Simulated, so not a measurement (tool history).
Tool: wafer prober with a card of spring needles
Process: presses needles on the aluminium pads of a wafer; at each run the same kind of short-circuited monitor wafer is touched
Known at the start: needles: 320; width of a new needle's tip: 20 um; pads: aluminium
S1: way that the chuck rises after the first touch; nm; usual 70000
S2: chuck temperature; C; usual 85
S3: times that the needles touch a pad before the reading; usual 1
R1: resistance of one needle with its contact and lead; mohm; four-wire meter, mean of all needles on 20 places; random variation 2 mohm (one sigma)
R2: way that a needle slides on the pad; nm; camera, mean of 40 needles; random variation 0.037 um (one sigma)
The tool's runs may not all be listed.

{"run": 1, "hour": 0.0, "S1": 70000, "S2": 85, "S3": 1, "R1": 246, "R2": 13090}
{"hour": 3.2, "done": "tips cleaned on abrasive film"}
{"run": 2, "hour": 6.2, "S1": 70000, "S2": 85, "S3": 1, "R1": 237, "R2": 13080}
{"run": 3, "hour": 10.5, "S1": 70000, "S2": 41, "S3": 1, "R1": 250, "R2": 13110}
{"hour": 12.0, "done": "tips cleaned on abrasive film"}
{"run": 4, "hour": 16.4, "S1": 70000, "S2": 49, "S3": 1, "R1": 240, "R2": 13020}
{"run": 5, "hour": 20.1, "S1": 81000, "S2": 85, "S3": 1, "R1": 247, "R2": 15260}
{"hour": 21.1, "done": "tips cleaned on abrasive film"}
{"run": 6, "hour": 28.3, "S1": 81000, "S2": 85, "S3": 1, "R1": 241, "R2": 15180}
{"hour": 29.5, "done": "tips cleaned on abrasive film"}
{"run": 7, "hour": 36.7, "S1": 81000, "S2": 85, "S3": 1, "R1": 243, "R2": 15220}
{"hour": 38.0, "done": "tips cleaned on abrasive film"}
{"run": 8, "hour": 44.4, "S1": 81000, "S2": 85, "S3": 1, "R1": 242, "R2": 15110}
{"hour": 46.6, "done": "tips cleaned on abrasive film"}
{"run": 9, "hour": 50.3, "S1": 81000, "S2": 85, "S3": 1, "R1": 235, "R2": 15080}
{"run": 10, "hour": 54.8, "S1": 81000, "S2": 85, "S3": 1, "R1": 254, "R2": 15160}
{"hour": 55.4, "done": "tips cleaned on abrasive film"}
{"run": 11, "hour": 61.7, "S1": 65000, "S2": 85, "S3": 1, "R1": 265, "R2": 12100}
{"hour": 63.8, "done": "tips cleaned on abrasive film"}
{"run": 12, "hour": 69.5, "S1": 65000, "S2": 85, "S3": 1, "R1": 261, "R2": 12070}
{"hour": 72.2, "done": "tips cleaned on abrasive film"}
{"run": 13, "hour": 76.1, "S1": 65000, "S2": 85, "S3": 1, "R1": 253, "R2": 12050}
{"hour": 81.0, "done": "tips cleaned on abrasive film"}
{"run": 14, "hour": 81.1, "S1": 65000, "S2": 85, "S3": 1, "R1": 222, "R2": 12170}
{"run": 15, "hour": 86.2, "S1": 65000, "S2": 85, "S3": 1, "R1": 253, "R2": 12040}
{"hour": 90.0, "done": "tips cleaned on abrasive film"}
{"run": 16, "hour": 92.7, "S1": 65000, "S2": 85, "S3": 1, "R1": 246, "R2": 12090}
{"hour": 98.8, "done": "tips cleaned on abrasive film"}
{"run": 17, "hour": 101.0, "S1": 65000, "S2": 85, "S3": 1, "R1": 241, "R2": 12070}
{"run": 18, "hour": 105.5, "S1": 65000, "S2": 85, "S3": 1, "R1": 271, "R2": 12010}
{"hour": 107.3, "done": "tips cleaned on abrasive film"}
{"run": 19, "hour": 111.9, "S1": 64000, "S2": 27, "S3": 1, "R1": 249, "R2": 11830}
{"hour": 115.7, "done": "tips cleaned on abrasive film"}
{"hour": 117.8, "done": "height of the first contact set anew"}
{"run": 20, "hour": 118.4, "S1": 72000, "S2": 117, "S3": 2, "R1": 230, "R2": 13670}
{"hour": 124.7, "done": "tips cleaned on abrasive film"}
{"run": 21, "hour": 127.3, "S1": 72000, "S2": 117, "S3": 2, "R1": 235, "R2": 13660}

The next listed run, before its measurement:
{"hour": 133.0, "done": "tips cleaned on abrasive film"}
{"run": 22, "hour": 136.1, "S1": 72000, "S2": 117, "S3": 2, "R1": "?", "R2": "?"}

{"run 22": {"R1": 238, "R2": 13620}}
Without the tool's hidden state the same run would have given R1 225 mohm, R2 13640 nm.
